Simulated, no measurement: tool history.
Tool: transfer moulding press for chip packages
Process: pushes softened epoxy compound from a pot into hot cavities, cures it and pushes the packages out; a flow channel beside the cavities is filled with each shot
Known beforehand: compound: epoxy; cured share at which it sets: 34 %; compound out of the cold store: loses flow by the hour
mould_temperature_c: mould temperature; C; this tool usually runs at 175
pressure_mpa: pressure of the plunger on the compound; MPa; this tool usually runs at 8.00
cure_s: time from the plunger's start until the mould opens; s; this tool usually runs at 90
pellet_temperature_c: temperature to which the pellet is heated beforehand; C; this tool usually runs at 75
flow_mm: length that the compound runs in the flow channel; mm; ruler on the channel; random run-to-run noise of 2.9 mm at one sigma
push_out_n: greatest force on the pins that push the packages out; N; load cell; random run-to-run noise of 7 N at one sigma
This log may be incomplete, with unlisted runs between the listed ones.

run,day,mould_temperature_c,pressure_mpa,cure_s,pellet_temperature_c,incoming compound's hours out of the cold store,flow_mm,push_out_n
1,0.000,175,8.00,90,75,37.3,465,338
# day 1.083: cavities cleaned with cleaning compound and waxed
2,1.642,175,8.00,90,75,8.9,542,352
# day 3.767: cavities cleaned with cleaning compound and waxed
3,3.879,175,8.00,90,75,16.2,515,318
4,5.962,175,8.48,90,75,25.0,502,391
# day 6.388: cavities cleaned with cleaning compound and waxed
5,7.133,175,8.48,90,75,41.0,460,329
6,8.708,175,8.00,90,75,43.0,442,359
# day 8.925: cavities cleaned with cleaning compound and waxed
# day 9.562: plunger's sealing rings changed
7,10.433,175,8.00,90,75,17.5,530,364
# day 11.558: cavities cleaned with cleaning compound and waxed
8,12.342,175,8.00,90,75,13.8,538,354
# day 14.138: cavities cleaned with cleaning compound and waxed
9,14.254,175,7.31,90,75,40.6,443,302
10,15.808,175,6.42,87,85,33.1,437,385
# day 16.658: cavities cleaned with cleaning compound and waxed
11,17.138,169,8.33,102,82,14.4,560,411

Estimate the outcome of run 12 from the log above:
# day 17.321: mould's thermocouples calibrated
12,18.338,169,8.33,102,82,23.7,?,?

flow_mm: 538 mm
push_out_n: 440 N
The same run, on a tool lacking any hidden state, would have yielded flow_mm 543 mm, push_out_n 333 N.
